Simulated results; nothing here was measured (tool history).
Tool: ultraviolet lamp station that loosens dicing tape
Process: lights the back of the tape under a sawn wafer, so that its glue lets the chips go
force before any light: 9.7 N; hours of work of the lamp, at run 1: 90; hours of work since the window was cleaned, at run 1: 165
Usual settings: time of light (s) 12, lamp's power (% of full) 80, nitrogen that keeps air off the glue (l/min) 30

run     day  time of light (s)  lamp's power (% of full)  nitrogen that keeps air off the glue (l/min)  hours of work of the lamp  hours of work since the window was cleaned  force that peels the tape off (N)  light that reached the tape (mJ/cm2)
  1       0                 12                        80                                            30                         90                                         165                              0.851                                   285
  2   1.396                 12                        80                                            30                        116                                         191                              0.933                                   281
  3   3.075                 12                        72                                            30                        147                                         221                              1.194                                   243
  4   4.646                 12                        72                                            30                        176                                         250                              1.318                                   238
  5    6.15                 12                        72                                            30                        203                                         278                              1.356                                   231
      7.071  -- window cleaned of glue's vapour
  6   7.167                 12                        72                                            30                        222                                           2                              1.112                                   252
  7    8.15                 12                        72                                            30                        240                                          20                              1.193                                   255
  8   9.496                 19                        80                                            30                        264                                          44                              0.352                                   430
  9  10.829                 19                        80                                            30                        289                                          69                              0.381                                   419
 10   11.85                 12                        80                                            30                        308                                          88                              1.056                                   261
 11  12.738                 20                        80                                            30                        324                                         104                              0.355                                   424
 12  13.604                 12                        80                                            30                        340                                         120                              1.178                                   251
 13  14.571                 12                        80                                            30                        358                                         138                              1.204                                   241
 14  15.971                 12                        80                                            30                        383                                         163                               1.25                                   241
 15  17.567                 20                        80                                            30                        412                                         193                              0.476                                   383
 16  18.733                 12                        75                                            30                        434                                         214                              1.649                                   208
 17  20.375                 12                        75                                            30                        464                                         244                               1.75                                   203
 18  21.896                 12                        80                                            30                        492                                         272                              1.683                                   212
     23.154  -- window cleaned of glue's vapour
 19  23.329                 12                        78                                            30                        518                                           3                              1.526                                   221
 20  24.217                 12                        78                                            30                        534                                          20                              1.581                                   217
 21  25.579                 12                        78                                            30                        559                                          45                              1.632                                   209
 22  26.808                 12                        78                                            30                        582                                          67                              1.666                                   204
 23    28.3                 12                        78                                            30                        609                                          94                              1.803                                   196
 24  29.258                 12                        78                                            30                        627                                         112                              1.874                                   189
 25  30.042                 12                        67                                            44                        641                                         126                              1.949                                   161
     30.708  -- lamp changed
 26  31.492                  8                        85                                            14                         14                                         152                              2.412                                   221

Run 27 comes next. What will it give?
 27  32.833                 19                        95                                            18                         39                                         177                                  ?                                     ?

Run 27 gave force that peels the tape off (N) 0.296, light that reached the tape (mJ/cm2) 568.
Without the tool's hidden state the same run would have given force that peels the tape off (N) 0.248, light that reached the tape (mJ/cm2) 626.
